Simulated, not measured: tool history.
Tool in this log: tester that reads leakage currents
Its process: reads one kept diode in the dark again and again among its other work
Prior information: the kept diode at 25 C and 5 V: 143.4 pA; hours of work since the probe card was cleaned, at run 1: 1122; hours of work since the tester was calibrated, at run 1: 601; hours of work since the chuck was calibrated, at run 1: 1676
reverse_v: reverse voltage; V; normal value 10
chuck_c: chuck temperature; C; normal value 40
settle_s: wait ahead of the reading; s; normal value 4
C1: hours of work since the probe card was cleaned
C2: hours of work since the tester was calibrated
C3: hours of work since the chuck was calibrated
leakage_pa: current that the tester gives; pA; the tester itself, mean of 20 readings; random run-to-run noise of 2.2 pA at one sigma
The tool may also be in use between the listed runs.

Run 1, hour 0: usual settings; C1 1122; C2 601; C3 1676. Result: leakage_pa 693.4 pA.
Run 2, hour 99.2: usual settings; C1 1170; C2 650; C3 1724. Result: leakage_pa 690.06 pA.
Run 3, hour 220.5: usual settings but settle_s 3.79 s; C1 1229; C2 708; C3 1783. Result: leakage_pa 692.44 pA.
Run 4, hour 349.4: usual settings but reverse_v 8.2 V; C1 1292; C2 771; C3 1845. Result: leakage_pa 631.2 pA.
At hour 445.3: chuck's temperature calibrated.
Run 5, hour 478.6: usual settings; C1 1353; C2 833; C3 16. Result: leakage_pa 720.02 pA.
Run 6, hour 589.8: usual settings; C1 1407; C2 887; C3 70. Result: leakage_pa 721.94 pA.
Run 7, hour 712.5: usual settings; C1 1467; C2 946; C3 130. Result: leakage_pa 718.97 pA.
Run 8, hour 827: usual settings; C1 1522; C2 1002; C3 185. Result: leakage_pa 720.82 pA.
Run 9, hour 913.3: usual settings; C1 1564; C2 1044; C3 227. Result: leakage_pa 715.51 pA.
Run 10, hour 983.8: usual settings; C1 1599; C2 1078; C3 262. Result: leakage_pa 721.9 pA.
Run 11, hour 1114.8: usual settings; C1 1662; C2 1142; C3 325. Result: leakage_pa 715.04 pA.
Run 12, hour 1270.8: usual settings; C1 1738; C2 1218; C3 401. Result: leakage_pa 717.19 pA.
Run 13, hour 1350.8: usual settings; C1 1777; C2 1256; C3 440. Result: leakage_pa 714.67 pA.
Run 14, hour 1425.6: usual settings; C1 1813; C2 1293; C3 476. Result: leakage_pa 716.7 pA.
Run 15, hour 1510.9: usual settings; C1 1855; C2 1334; C3 518. Result: leakage_pa 716.14 pA.
Run 16, hour 1605.9: usual settings; C1 1901; C2 1380; C3 564. Result: leakage_pa 713.44 pA.
Run 17, hour 1686.7: usual settings but settle_s 2.34 s; C1 1940; C2 1420; C3 603. Result: leakage_pa 714.65 pA.
Run 18, hour 1812.2: usual settings but settle_s 2.34 s; C1 2001; C2 1481; C3 664. Result: leakage_pa 711.48 pA.
Run 19, hour 1888.6: usual settings but settle_s 2.34 s; C1 2038; C2 1518; C3 701. Result: leakage_pa 713.21 pA.
Run 20, hour 2019.3: usual settings but settle_s 1.33 s; C1 2102; C2 1581; C3 764. Result: leakage_pa 711.9 pA.
Run 21, hour 2170.3: usual settings but chuck_c 41 C, settle_s 0.31 s; C1 2175; C2 1654; C3 838. Result: leakage_pa 778.77 pA.
Run 22, hour 2313.1: usual settings but reverse_v 16.1 V, chuck_c 27 C, settle_s 2.77 s; C1 2244; C2 1724; C3 907. Result: leakage_pa 298.55 pA.
Run 23, hour 2442: usual settings but reverse_v 3.7 V, chuck_c 27 C, settle_s 1.18 s; C1 2307; C2 1786; C3 970. Result: leakage_pa 151.76 pA.
Run 24, hour 2537.7: usual settings but reverse_v 10.2 V, settle_s 3.09 s; C1 2353; C2 1833; C3 1016. Result: leakage_pa 718.23 pA.
Run 25, hour 2680.2: usual settings but reverse_v 5.9 V, chuck_c 24 C, settle_s 0.59 s; C1 2423; C2 1902; C3 1085. Result: leakage_pa 145.87 pA.
At hour 2818.4: probe card cleaned and baked.
Run 26, hour 2833.3: usual settings but reverse_v 5.9 V, chuck_c 24 C, settle_s 0.59 s; C1 7; C2 1975; C3 1158. Result: leakage_pa 135.34 pA.
Run 27, hour 2989.5: usual settings but reverse_v 1.6 V, chuck_c 24 C, settle_s 0.59 s; C1 83; C2 2051; C3 1234. Result: leakage_pa 76.86 pA.
Run 28, hour 3084.5: usual settings but reverse_v 1.6 V, chuck_c 54 C, settle_s 8.74 s; C1 129; C2 2097; C3 1280. Result: leakage_pa 957.97 pA.
Run 29, hour 3151.1: usual settings but reverse_v 15.7 V, chuck_c 48 C, settle_s 0.36 s; C1 162; C2 2129; C3 1313. Result: leakage_pa 1607.72 pA.
Run 30, hour 3310.1: usual settings but reverse_v 15.7 V, chuck_c 48 C, settle_s 0.36 s; C1 239; C2 2207; C3 1390. Result: leakage_pa 1606.42 pA.
Run 31, hour 3467: usual settings but reverse_v 15.7 V, chuck_c 48 C, settle_s 0.36 s; C1 315; C2 2283; C3 1466. Result: leakage_pa 1607.36 pA.
Run 32, hour 3555.5: usual settings but reverse_v 15.7 V, chuck_c 48 C, settle_s 0.36 s; C1 358; C2 2326; C3 1509. Result: leakage_pa 1606.46 pA.
Run 33, hour 3624.9: usual settings but reverse_v 10.4 V, chuck_c 37 C, settle_s 0.47 s; C1 392; C2 2359; C3 1543. Result: leakage_pa 543.04 pA.
Run 34, hour 3734.3: usual settings but reverse_v 3.1 V, chuck_c 56 C, settle_s 3.5 s; C1 445; C2 2413; C3 1596. Result: leakage_pa 1471.8 pA.
Run 35, hour 3893: usual settings but reverse_v 2.2 V, chuck_c 31 C, settle_s 3.83 s; C1 522; C2 2490; C3 1673. Result: leakage_pa 164.43 pA.
Run 36, hour 3978.4: usual settings but reverse_v 2.2 V, chuck_c 31 C, settle_s 3.83 s; C1 563; C2 2531; C3 1715. Result: leakage_pa 164.47 pA.
Run 37, hour 4071.6: usual settings but reverse_v 2.2 V, chuck_c 31 C, settle_s 3.83 s; C1 609; C2 2576; C3 1760. Result: leakage_pa 164.69 pA.
Run 38, hour 4206.8: usual settings but reverse_v 2.2 V, chuck_c 31 C, settle_s 3.83 s; C1 674; C2 2642; C3 1825. Result: leakage_pa 163.59 pA.
Run 39, hour 4296.9: usual settings but reverse_v 2.2 V, chuck_c 37 C, settle_s 3.83 s; C1 718; C2 2686; C3 1869. Result: leakage_pa 276.16 pA.
At hour 4330.1: chuck's temperature calibrated.
Run 40, hour 4415.7: usual settings but settle_s 1.86 s; C1 775; C2 2743; C3 42. Result: leakage_pa 731.97 pA.

How the hidden state differs across the entries between the runs, from the last listed run before each to the first after it:
In the gap between runs 4 and 5: chuck's temperature calibrated (hour 445.3)
  stray current of the dirty probe card, pA a volt: 0.858 -> 0.9; current scale over the true one, %: 0.27 -> 0.29; true chuck temperature over the reading, C: -0.66 -> -0.09
  measured result minus the result with no hidden state, leakage_pa: -26.6 -> +5.38 pA
In the gap between runs 25 and 26: probe card cleaned and baked (hour 2818.4)
  stray current of the dirty probe card, pA a volt: 1.57 -> 0.035; current scale over the true one, %: 0.79 -> 0.82; true chuck temperature over the reading, C: -0.53 -> -0.56
  measured result minus the result with no hidden state, leakage_pa: +3.62 -> -5.83 pA
In the gap between runs 39 and 40: chuck's temperature calibrated (hour 4330.1)
  stray current of the dirty probe card, pA a volt: 0.474 -> 0.509; current scale over the true one, %: 1.14 -> 1.17; true chuck temperature over the reading, C: -0.84 -> 0.05
  measured result minus the result with no hidden state, leakage_pa: -16.13 -> +16.57 pA

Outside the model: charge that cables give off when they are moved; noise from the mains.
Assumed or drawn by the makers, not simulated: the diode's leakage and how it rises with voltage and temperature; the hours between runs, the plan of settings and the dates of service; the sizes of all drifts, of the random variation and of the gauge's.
